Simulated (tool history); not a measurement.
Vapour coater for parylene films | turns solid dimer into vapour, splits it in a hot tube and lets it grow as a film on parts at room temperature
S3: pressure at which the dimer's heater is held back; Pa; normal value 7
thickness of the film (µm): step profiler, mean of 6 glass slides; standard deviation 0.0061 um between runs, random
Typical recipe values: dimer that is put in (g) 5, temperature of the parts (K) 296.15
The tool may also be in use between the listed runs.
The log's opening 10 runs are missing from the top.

{"run": 11, "hour": 461.7, "dimer that is put in (g)": 7, "temperature of the parts (K)": 296.15, "S3": 8.97, "thickness of the film (µm)": 2.261}
{"run": 12, "hour": 489.9, "dimer that is put in (g)": 5, "temperature of the parts (K)": 300.15, "S3": 7, "thickness of the film (µm)": 1.539}
{"run": 13, "hour": 516.5, "dimer that is put in (g)": 5, "temperature of the parts (K)": 300.15, "S3": 7, "thickness of the film (µm)": 1.539}
{"run": 14, "hour": 577.6, "dimer that is put in (g)": 5, "temperature of the parts (K)": 300.15, "S3": 7, "thickness of the film (µm)": 1.529}
{"run": 15, "hour": 613.4, "dimer that is put in (g)": 5, "temperature of the parts (K)": 300.15, "S3": 7, "thickness of the film (µm)": 1.528}
{"run": 16, "hour": 675.7, "dimer that is put in (g)": 5, "temperature of the parts (K)": 300.15, "S3": 7, "thickness of the film (µm)": 1.512}
{"run": 17, "hour": 711.4, "dimer that is put in (g)": 5, "temperature of the parts (K)": 300.15, "S3": 7, "thickness of the film (µm)": 1.505}
{"run": 18, "hour": 749.3, "dimer that is put in (g)": 5, "temperature of the parts (K)": 300.15, "S3": 7, "thickness of the film (µm)": 1.494}
{"run": 19, "hour": 792.0, "dimer that is put in (g)": 5, "temperature of the parts (K)": 300.15, "S3": 7, "thickness of the film (µm)": 1.498}
{"run": 20, "hour": 852.6, "dimer that is put in (g)": 5, "temperature of the parts (K)": 289.15, "S3": 9.62, "thickness of the film (µm)": 1.757}
{"run": 21, "hour": 892.9, "dimer that is put in (g)": 4, "temperature of the parts (K)": 302.15, "S3": 9.62, "thickness of the film (µm)": 1.097}
{"run": 22, "hour": 932.5, "dimer that is put in (g)": 4, "temperature of the parts (K)": 302.15, "S3": 9.62, "thickness of the film (µm)": 1.106}
{"run": 23, "hour": 993.6, "dimer that is put in (g)": 3, "temperature of the parts (K)": 296.15, "S3": 5.1, "thickness of the film (µm)": 0.982}
{"run": 24, "hour": 1034.4, "dimer that is put in (g)": 2, "temperature of the parts (K)": 300.15, "S3": 3.75, "thickness of the film (µm)": 0.622}
{"hour": 1057.8, "done": "trap's valve overhauled"}
{"run": 25, "hour": 1066.8, "dimer that is put in (g)": 4, "temperature of the parts (K)": 300.15, "S3": 9.93, "thickness of the film (µm)": 1.222}
{"run": 26, "hour": 1128.7, "dimer that is put in (g)": 7, "temperature of the parts (K)": 290.15, "S3": 7.19, "thickness of the film (µm)": 2.669}

What will run 27 give?
{"run": 27, "hour": 1187.9, "dimer that is put in (g)": 2, "temperature of the parts (K)": 296.15, "S3": 7.19, "thickness of the film (µm)": "?"}

thickness of the film (µm): 0.682
Had the tool carried no hidden state, the very same run would have given thickness of the film (µm) 0.679.

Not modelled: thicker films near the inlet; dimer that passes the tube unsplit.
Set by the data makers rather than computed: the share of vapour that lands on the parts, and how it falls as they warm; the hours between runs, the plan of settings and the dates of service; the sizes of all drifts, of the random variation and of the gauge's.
